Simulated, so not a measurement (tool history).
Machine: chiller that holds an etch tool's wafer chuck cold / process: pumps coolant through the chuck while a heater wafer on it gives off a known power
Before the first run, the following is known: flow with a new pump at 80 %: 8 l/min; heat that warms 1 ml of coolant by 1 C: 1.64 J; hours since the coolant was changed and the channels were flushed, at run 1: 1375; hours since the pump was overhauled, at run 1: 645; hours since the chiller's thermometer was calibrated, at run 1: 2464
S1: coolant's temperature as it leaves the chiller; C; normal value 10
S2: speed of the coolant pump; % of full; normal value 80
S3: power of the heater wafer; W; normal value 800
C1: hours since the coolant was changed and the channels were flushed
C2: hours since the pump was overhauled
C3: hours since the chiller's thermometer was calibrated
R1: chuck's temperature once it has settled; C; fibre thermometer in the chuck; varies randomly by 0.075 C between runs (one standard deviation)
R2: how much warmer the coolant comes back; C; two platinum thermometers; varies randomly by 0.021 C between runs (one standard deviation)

run	hour	S1	S2	S3	C1	C2	C3	R1	R2
1	0.0	10	80	800	1375	645	2464	15.80	3.67
2	19.0	10	80	800	1394	664	2483	15.91	3.63
3	51.7	10	80	800	1426	697	2516	15.90	3.70
4	71.4	15	80	800	1446	716	2535	20.83	3.68
5	99.0	15	80	800	1474	744	2563	20.93	3.65
6	128.3	15	80	800	1503	773	2592	20.89	3.65
7	145.1	15	62	800	1520	790	2609	22.49	4.90
8	167.6	15	62	800	1542	812	2632	22.52	4.85
9	194.2	10	80	800	1569	839	2658	15.79	3.65
10	226.0	10	77	800	1601	871	2690	16.21	3.80
11	256.2	10	77	800	1631	901	2720	16.15	3.81
12	287.1	19	77	800	1662	932	2751	25.15	3.85
13	312.1	19	77	800	1687	957	2776	25.17	3.82
14	327.6	10	80	800	1702	972	2792	16.13	3.66
15	357.3	12	80	800	1732	1002	2821	17.92	3.67
16	386.1	17	71	800	1761	1031	2850	23.75	4.21
17	420.3	17	71	800	1795	1065	2884	23.68	4.19
18	435.1	17	71	800	1810	1080	2899	23.66	4.18
19	462.2	17	71	1200	1837	1107	2926	27.00	6.29
20	483.5	17	71	1200	1858	1128	2947	27.21	6.25
21	517.6	9	77	800	1892	1163	2982	15.27	3.82
22	533.0	7	82	704	1908	1178	2997	12.27	3.14
23	555.1	7	82	704	1930	1200	3019	12.28	3.14
24	574.6	7	67	411	1949	1219	3039	10.79	2.30
25	601.4	10	80	1086	1976	1246	3065	18.34	4.99
26	626.5	10	63	1161	2001	1271	3090	20.87	6.96
27	651.5	2	66	716	2026	1296	3115	8.60	4.10
28	682.7	10	88	735	2057	1328	3147	15.20	3.03
29	707.4	10	88	735	2082	1352	3171	15.21	3.05

Some steps in R1 between neighbouring runs. How much of each would the tool show without its hidden state too (settings, what came in, random variation), and how much is left for the hidden state, with any gauge scatter that isn't in both results?
Unlogged tool condition in this case: heat passed by the chuck's channels, % of clean ones'; flow at a given pump speed, % of a new pump's; coolant's true temperature over the reading, C; drift of the gauge itself on chuck_c, C; drift of the gauge itself on warmer_back_c, C.
Run 4 -> 5: no setting touched and nothing written in the log between the runs. R1 +0.10 C: hidden state +0.02, all else +0.08.
Run 6 -> 7: S2 80 -> 62. R1 +1.60 C: hidden state +0.02, all else +1.58.
Run 20 -> 21: S1 17 -> 9, S2 71 -> 77, S3 1200 -> 800. R1 -11.94 C: hidden state +0.01, all else -11.95.
Run 26 -> 27: S1 10 -> 2, S2 63 -> 66, S3 1161 -> 716. R1 -12.27 C: hidden state +0.01, all else -12.28.
